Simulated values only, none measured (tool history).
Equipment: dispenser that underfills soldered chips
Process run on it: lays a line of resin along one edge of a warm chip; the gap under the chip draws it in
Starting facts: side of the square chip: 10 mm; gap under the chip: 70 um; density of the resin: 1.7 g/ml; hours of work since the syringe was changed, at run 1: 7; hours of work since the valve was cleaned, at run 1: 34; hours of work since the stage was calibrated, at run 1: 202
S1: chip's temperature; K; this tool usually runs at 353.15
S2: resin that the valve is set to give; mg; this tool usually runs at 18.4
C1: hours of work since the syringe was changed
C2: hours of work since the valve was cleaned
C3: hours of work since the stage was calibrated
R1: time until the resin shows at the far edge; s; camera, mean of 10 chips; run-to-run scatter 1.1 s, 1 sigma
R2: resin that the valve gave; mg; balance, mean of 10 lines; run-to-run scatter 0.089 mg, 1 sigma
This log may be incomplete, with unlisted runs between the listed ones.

| run | hour | S1 | S2 | C1 | C2 | C3 | R1 | R2 |
|---|---|---|---|---|---|---|---|---|
| 1 | 0.0 | 353.15 | 18.4 | 7 | 34 | 202 | 166.5 | 17.97 |
|  | 5.1 | new syringe of resin |
| 2 | 8.4 | 353.15 | 15.9 | 3 | 40 | 208 | 133.1 | 15.59 |
|  | 20.0 | new syringe of resin |
| 3 | 22.8 | 353.15 | 19.4 | 2 | 51 | 220 | 120.9 | 18.85 |
|  | 26.3 | dispensing valve cleaned and set on the balance |
|  | 36.0 | new syringe of resin |
| 4 | 37.3 | 353.15 | 18.4 | 1 | 8 | 230 | 116.1 | 18.31 |
| 5 | 45.0 | 350.15 | 18.4 | 7 | 14 | 236 | 180.9 | 18.07 |
|  | 50.8 | new syringe of resin |
| 6 | 59.7 | 350.15 | 18.4 | 7 | 26 | 247 | 179.1 | 18.00 |
|  | 64.8 | new syringe of resin |
| 7 | 68.1 | 350.15 | 18.4 | 3 | 32 | 253 | 141.5 | 18.13 |
|  | 79.6 | new syringe of resin |
| 8 | 81.4 | 350.15 | 18.4 | 1 | 42 | 264 | 134.7 | 17.75 |
|  | 93.8 | new syringe of resin |
| 9 | 93.8 | 353.15 | 18.4 | 0 | 52 | 273 | 111.3 | 17.77 |
|  | 97.0 | dispensing valve cleaned and set on the balance |
|  | 109.8 | new syringe of resin |
| 10 | 109.8 | 353.15 | 23.8 | 0 | 10 | 284 | 108.6 | 23.59 |
|  | 123.9 | new syringe of resin |
| 11 | 123.9 | 353.15 | 23.8 | 0 | 21 | 295 | 107.3 | 23.55 |
| 12 | 132.0 | 353.15 | 19.7 | 6 | 27 | 302 | 155.1 | 19.35 |
|  | 138.1 | new syringe of resin |
| 13 | 142.0 | 343.15 | 18.4 | 3 | 34 | 309 | 189.7 | 17.87 |
|  | 152.7 | new syringe of resin |
| 14 | 152.7 | 353.15 | 22.6 | 0 | 43 | 317 | 110.9 | 21.90 |
| 15 | 165.7 | 353.15 | 22.6 | 10 | 53 | 327 | 190.7 | 21.72 |
|  | 167.3 | new syringe of resin |
|  | 168.3 | dispensing valve cleaned and set on the balance |
| 16 | 181.7 | 353.15 | 16.4 | 10 | 10 | 339 | 203.7 | 16.29 |
|  | 182.9 | new syringe of resin |
| 17 | 193.7 | 353.15 | 16.4 | 8 | 20 | 348 | 184.1 | 16.25 |
|  | 197.1 | new syringe of resin |
| 18 | 205.1 | 353.15 | 23.3 | 6 | 28 | 357 | 157.8 | 22.87 |
|  | 211.6 | new syringe of resin |
| 19 | 219.3 | 339.15 | 18.8 | 6 | 39 | 368 | 267.7 | 18.33 |
|  | 226.4 | new syringe of resin |
| 20 | 233.0 | 345.15 | 16.8 | 5 | 50 | 378 | 209.0 | 16.33 |
|  | 239.2 | dispensing valve cleaned and set on the balance |
|  | 241.8 | new syringe of resin |
| 21 | 247.4 | 358.15 | 20.9 | 4 | 6 | 388 | 119.5 | 20.89 |
|  | 256.0 | new syringe of resin |
| 22 | 260.6 | 358.15 | 20.9 | 4 | 16 | 398 | 112.4 | 20.74 |
| 23 | 267.3 | 365.15 | 18.7 | 9 | 22 | 404 | 121.6 | 18.56 |
|  | 270.4 | new syringe of resin |
| 24 | 276.6 | 365.15 | 18.7 | 5 | 29 | 411 | 98.7 | 18.33 |
|  | 284.5 | new syringe of resin |
| 25 | 284.5 | 353.15 | 22.2 | 0 | 34 | 417 | 109.5 | 21.52 |
| 26 | 297.1 | 353.15 | 22.2 | 10 | 44 | 426 | 193.1 | 21.40 |
|  | 299.0 | new syringe of resin |
|  | 309.8 | dispensing valve cleaned and set on the balance |
| 27 | 311.4 | 353.15 | 22.2 | 9 | 1 | 437 | 180.6 | 22.13 |
|  | 314.8 | new syringe of resin |
| 28 | 324.3 | 359.15 | 17.4 | 7 | 11 | 446 | 141.3 | 17.22 |
|  | 329.9 | new syringe of resin |
| 29 | 336.1 | 364.15 | 21.8 | 5 | 20 | 455 | 100.6 | 21.62 |
|  | 344.1 | new syringe of resin |
| 30 | 348.6 | 359.15 | 21.5 | 4 | 30 | 465 | 111.1 | 21.20 |
| 31 | 357.5 | 354.15 | 18.8 | 10 | 37 | 472 | 194.2 | 18.35 |
|  | 358.6 | new syringe of resin |
| 32 | 367.3 | 342.15 | 18.6 | 7 | 44 | 479 | 251.0 | 18.06 |
|  | 372.8 | new syringe of resin |
| 33 | 376.3 | 342.15 | 18.6 | 3 | 51 | 486 | 201.8 | 18.02 |
|  | 380.6 | dispensing valve cleaned and set on the balance |
| 34 | 386.8 | 344.15 | 16.3 | 10 | 5 | 494 | 286.4 | 16.26 |

Entry by entry between the runs, the difference in hidden state between the last listed run before and the first listed run after:
From run 1 to run 2: new syringe of resin (hour 5.1)
  resin's viscosity, % of fresh resin's: 149.3 -> 117; dose that the valve gives, % of what is set: 97.8 -> 97.38; true chip temperature over the reading, C: -1.06 -> -1.09
  measured result minus the result with no hidden state, R1: +59.4 -> +24.4 s; R2: -0.40 -> -0.42 mg
From run 2 to run 3: new syringe of resin (hour 20.0)
  resin's viscosity, % of fresh resin's: 117 -> 111.7; dose that the valve gives, % of what is set: 97.38 -> 96.66; true chip temperature over the reading, C: -1.09 -> -1.15
  measured result minus the result with no hidden state, R1: +24.4 -> +17.4 s; R2: -0.42 -> -0.65 mg
From run 3 to run 4: dispensing valve cleaned and set on the balance (hour 26.3); new syringe of resin (hour 36.0)
  resin's viscosity, % of fresh resin's: 111.7 -> 106; dose that the valve gives, % of what is set: 96.66 -> 99.48; true chip temperature over the reading, C: -1.15 -> -1.2
  measured result minus the result with no hidden state, R1: +17.4 -> +11.2 s; R2: -0.65 -> -0.09 mg
From run 5 to run 6: new syringe of resin (hour 50.8)
  resin's viscosity, % of fresh resin's: 147.8 -> 145.6; dose that the valve gives, % of what is set: 99 -> 98.25; true chip temperature over the reading, C: -1.23 -> -1.29
  measured result minus the result with no hidden state, R1: +63.9 -> +61.7 s; R2: -0.18 -> -0.33 mg
From run 6 to run 7: new syringe of resin (hour 64.8)
  resin's viscosity, % of fresh resin's: 145.6 -> 115.3; dose that the valve gives, % of what is set: 98.25 -> 97.81; true chip temperature over the reading, C: -1.29 -> -1.32
  measured result minus the result with no hidden state, R1: +61.7 -> +24.7 s; R2: -0.33 -> -0.40 mg
From run 7 to run 8: new syringe of resin (hour 79.6)
  resin's viscosity, % of fresh resin's: 115.3 -> 108.8; dose that the valve gives, % of what is set: 97.81 -> 97.15; true chip temperature over the reading, C: -1.32 -> -1.38
  measured result minus the result with no hidden state, R1: +24.7 -> +17.3 s; R2: -0.40 -> -0.52 mg
From run 8 to run 9: new syringe of resin (hour 93.8)
  resin's viscosity, % of fresh resin's: 108.8 -> 99.5; dose that the valve gives, % of what is set: 97.15 -> 96.56; true chip temperature over the reading, C: -1.38 -> -1.43
  measured result minus the result with no hidden state, R1: +17.3 -> +5.4 s; R2: -0.52 -> -0.64 mg
From run 9 to run 10: dispensing valve cleaned and set on the balance (hour 97.0); new syringe of resin (hour 109.8)
  dose that the valve gives, % of what is set: 96.56 -> 99.01; true chip temperature over the reading, C: -1.43 -> -1.49
  measured result minus the result with no hidden state, R1: +5.4 -> +5.0 s; R2: -0.64 -> -0.23 mg
From run 10 to run 11: new syringe of resin (hour 123.9)
  resin's viscosity, % of fresh resin's: 99.5 -> 100.1; dose that the valve gives, % of what is set: 99.01 -> 98.27; true chip temperature over the reading, C: -1.49 -> -1.55
  measured result minus the result with no hidden state, R1: +5.0 -> +5.7 s; R2: -0.23 -> -0.42 mg
From run 12 to run 13: new syringe of resin (hour 138.1)
  resin's viscosity, % of fresh resin's: 141.7 -> 119; dose that the valve gives, % of what is set: 97.83 -> 97.3; true chip temperature over the reading, C: -1.58 -> -1.62
  measured result minus the result with no hidden state, R1: +51.7 -> +40.1 s; R2: -0.43 -> -0.50 mg
From run 13 to run 14: new syringe of resin (hour 152.7)
  resin's viscosity, % of fresh resin's: 119 -> 99.3; dose that the valve gives, % of what is set: 97.3 -> 96.72; true chip temperature over the reading, C: -1.62 -> -1.66
  measured result minus the result with no hidden state, R1: +40.1 -> +5.7 s; R2: -0.50 -> -0.74 mg
From run 15 to run 16: new syringe of resin (hour 167.3); dispensing valve cleaned and set on the balance (hour 168.3)
  resin's viscosity, % of fresh resin's: 174.5 -> 178.1; dose that the valve gives, % of what is set: 96.02 -> 99.5; true chip temperature over the reading, C: -1.71 -> -1.77
  measured result minus the result with no hidden state, R1: +87.7 -> +96.3 s; R2: -0.91 -> -0.08 mg
From run 16 to run 17: new syringe of resin (hour 182.9)
  resin's viscosity, % of fresh resin's: 178.1 -> 159.3; dose that the valve gives, % of what is set: 99.5 -> 98.88; true chip temperature over the reading, C: -1.77 -> -1.82
  measured result minus the result with no hidden state, R1: +96.3 -> +75.8 s; R2: -0.08 -> -0.18 mg
From run 17 to run 18: new syringe of resin (hour 197.1)
  resin's viscosity, % of fresh resin's: 159.3 -> 142.8; dose that the valve gives, % of what is set: 98.88 -> 98.25; true chip temperature over the reading, C: -1.82 -> -1.87
  measured result minus the result with no hidden state, R1: +75.8 -> +54.4 s; R2: -0.18 -> -0.40 mg
From run 18 to run 19: new syringe of resin (hour 211.6)
  resin's viscosity, % of fresh resin's: 142.8 -> 142.4; dose that the valve gives, % of what is set: 98.25 -> 97.55; true chip temperature over the reading, C: -1.87 -> -1.93
  measured result minus the result with no hidden state, R1: +54.4 -> +93.6 s; R2: -0.40 -> -0.46 mg
From run 19 to run 20: new syringe of resin (hour 226.4)
  resin's viscosity, % of fresh resin's: 142.4 -> 134.3; dose that the valve gives, % of what is set: 97.55 -> 96.85; true chip temperature over the reading, C: -1.93 -> -1.98
  measured result minus the result with no hidden state, R1: +93.6 -> +65.4 s; R2: -0.46 -> -0.53 mg
From run 20 to run 21: dispensing valve cleaned and set on the balance (hour 239.2); new syringe of resin (hour 241.8)
  resin's viscosity, % of fresh resin's: 134.3 -> 128.2; dose that the valve gives, % of what is set: 96.85 -> 99.59; true chip temperature over the reading, C: -1.98 -> -2.04
  measured result minus the result with no hidden state, R1: +65.4 -> +32.7 s; R2: -0.53 -> -0.08 mg
From run 21 to run 22: new syringe of resin (hour 256.0)
  resin's viscosity, % of fresh resin's: 128.2 -> 119.1; dose that the valve gives, % of what is set: 99.59 -> 98.92; true chip temperature over the reading, C: -2.04 -> -2.1
  measured result minus the result with no hidden state, R1: +32.7 -> +24.5 s; R2: -0.08 -> -0.22 mg
From run 23 to run 24: new syringe of resin (hour 270.4)
  resin's viscosity, % of fresh resin's: 158.7 -> 130.3; dose that the valve gives, % of what is set: 98.55 -> 98.05; true chip temperature over the reading, C: -2.12 -> -2.16
  measured result minus the result with no hidden state, R1: +50.1 -> +28.3 s; R2: -0.27 -> -0.37 mg
From run 24 to run 25: new syringe of resin (hour 284.5)
  resin's viscosity, % of fresh resin's: 130.3 -> 98.9; dose that the valve gives, % of what is set: 98.05 -> 97.65; true chip temperature over the reading, C: -2.16 -> -2.19
  measured result minus the result with no hidden state, R1: +28.3 -> +7.1 s; R2: -0.37 -> -0.52 mg
From run 26 to run 27: new syringe of resin (hour 299.0); dispensing valve cleaned and set on the balance (hour 309.8)
  resin's viscosity, % of fresh resin's: 170.7 -> 162.2; dose that the valve gives, % of what is set: 96.94 -> 100.03; true chip temperature over the reading, C: -2.24 -> -2.3
  measured result minus the result with no hidden state, R1: +88.6 -> +77.7 s; R2: -0.68 -> +0.00 mg
From run 27 to run 28: new syringe of resin (hour 314.8)
  resin's viscosity, % of fresh resin's: 162.2 -> 152.1; dose that the valve gives, % of what is set: 100.03 -> 99.29; true chip temperature over the reading, C: -2.3 -> -2.35
  measured result minus the result with no hidden state, R1: +77.7 -> +55.7 s; R2: +0.00 -> -0.12 mg
From run 28 to run 29: new syringe of resin (hour 329.9)
  resin's viscosity, % of fresh resin's: 152.1 -> 130.1; dose that the valve gives, % of what is set: 99.29 -> 98.69; true chip temperature over the reading, C: -2.35 -> -2.39
  measured result minus the result with no hidden state, R1: +55.7 -> +29.2 s; R2: -0.12 -> -0.29 mg
From run 29 to run 30: new syringe of resin (hour 344.1)
  resin's viscosity, % of fresh resin's: 130.1 -> 121.2; dose that the valve gives, % of what is set: 98.69 -> 98.05; true chip temperature over the reading, C: -2.39 -> -2.44
  measured result minus the result with no hidden state, R1: +29.2 -> +26.9 s; R2: -0.29 -> -0.42 mg
From run 31 to run 32: new syringe of resin (hour 358.6)
  resin's viscosity, % of fresh resin's: 177.7 -> 145; dose that the valve gives, % of what is set: 97.61 -> 97.13; true chip temperature over the reading, C: -2.48 -> -2.52
  measured result minus the result with no hidden state, R1: +94.4 -> +93.9 s; R2: -0.45 -> -0.54 mg
From run 32 to run 33: new syringe of resin (hour 372.8)
  resin's viscosity, % of fresh resin's: 145 -> 116.5; dose that the valve gives, % of what is set: 97.13 -> 96.68; true chip temperature over the reading, C: -2.52 -> -2.56
  measured result minus the result with no hidden state, R1: +93.9 -> +45.2 s; R2: -0.54 -> -0.62 mg
From run 33 to run 34: dispensing valve cleaned and set on the balance (hour 380.6)
  resin's viscosity, % of fresh resin's: 116.5 -> 175.7; dose that the valve gives, % of what is set: 96.68 -> 99.82; true chip temperature over the reading, C: -2.56 -> -2.6
  measured result minus the result with no hidden state, R1: +45.2 -> +138.7 s; R2: -0.62 -> -0.03 mg
